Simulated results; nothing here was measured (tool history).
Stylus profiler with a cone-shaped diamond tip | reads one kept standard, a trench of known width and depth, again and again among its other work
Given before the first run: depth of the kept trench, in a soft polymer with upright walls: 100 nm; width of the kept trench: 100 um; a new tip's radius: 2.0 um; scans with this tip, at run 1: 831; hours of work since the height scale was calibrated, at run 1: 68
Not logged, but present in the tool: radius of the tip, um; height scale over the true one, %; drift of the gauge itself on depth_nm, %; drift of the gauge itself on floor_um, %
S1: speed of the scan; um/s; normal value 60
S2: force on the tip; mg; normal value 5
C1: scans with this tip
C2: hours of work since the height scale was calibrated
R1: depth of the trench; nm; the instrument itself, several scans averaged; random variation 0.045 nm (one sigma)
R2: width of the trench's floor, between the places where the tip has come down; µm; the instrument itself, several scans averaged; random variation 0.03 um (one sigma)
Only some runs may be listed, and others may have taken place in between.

run	day	S1	S2	C1	C2	R1	R2
1	0	60	5	831	68	101.67	98.57
2	1.812	60	5	1221	99	101.66	98.54
3	2.888	54	5	1452	118	101.6	98.55
4	3.796	60	5	1647	134	101.69	98.52
5	4.904	60	5.39	1885	153	101.8	98.52
6	5.971	60	5	2115	172	101.66	98.48
7	7.479	60	5	2439	198	101.71	98.42
8	8.371	60	4.52	2631	214	101.65	98.39
9	10.217	60	4.52	3028	246	101.58	98.36
10	11.471	60	6.76	3297	268	102.04	98.36
11	12.538	55	5	3526	287	101.65	98.35
# day 12.692: height scale calibrated on a step standard
12	13.383	55	5	3704	12	101.72	98.33
13	14.554	55	5	3955	33	101.71	98.33
14	16.233	55	5	4316	62	101.66	98.28
# day 17.308: height scale calibrated on a step standard, once more
15	17.683	55	10.11	4624	7	102.78	98.22
16	18.904	60	2.08	4886	28	100.96	98.08
17	19.846	92	2.59	5089	44	101.12	98.1
18	21.221	66	2.69	5384	68	101.15	98.13
19	22.433	218	2.02	5644	90	100.89	97.77
20	24.142	34	11.55	6012	119	103.01	98.16
21	25.775	24	4.95	6363	148	101.73	98.17
22	26.892	17	3.94	6603	168	101.44	98.15
23	27.833	200	2.07	6805	184	100.99	97.69
24	29.046	200	2.07	7066	205	100.95	97.72
25	29.946	48	3.53	7259	221	101.4	98.01
26	30.833	48	3.53	7451	236	101.45	98.06
27	32.188	48	5.75	7742	260	101.89	97.96

Here are 3 independent what-if runs from the current tool condition. What would each one return?
A	33.5	60	3.15	8023	283	?	?
B	33.5	16	5.75	8023	283	?	?
C	33.5	77	6.32	8023	283	?	?

run	R1	R2
A	101.25	97.97
B	101.98	98.09
C	102.04	97.98
With no hidden state in the tool, these same runs would have given:
run	R1	R2
A	101.18	98.66
B	101.91	98.79
C	101.97	98.68
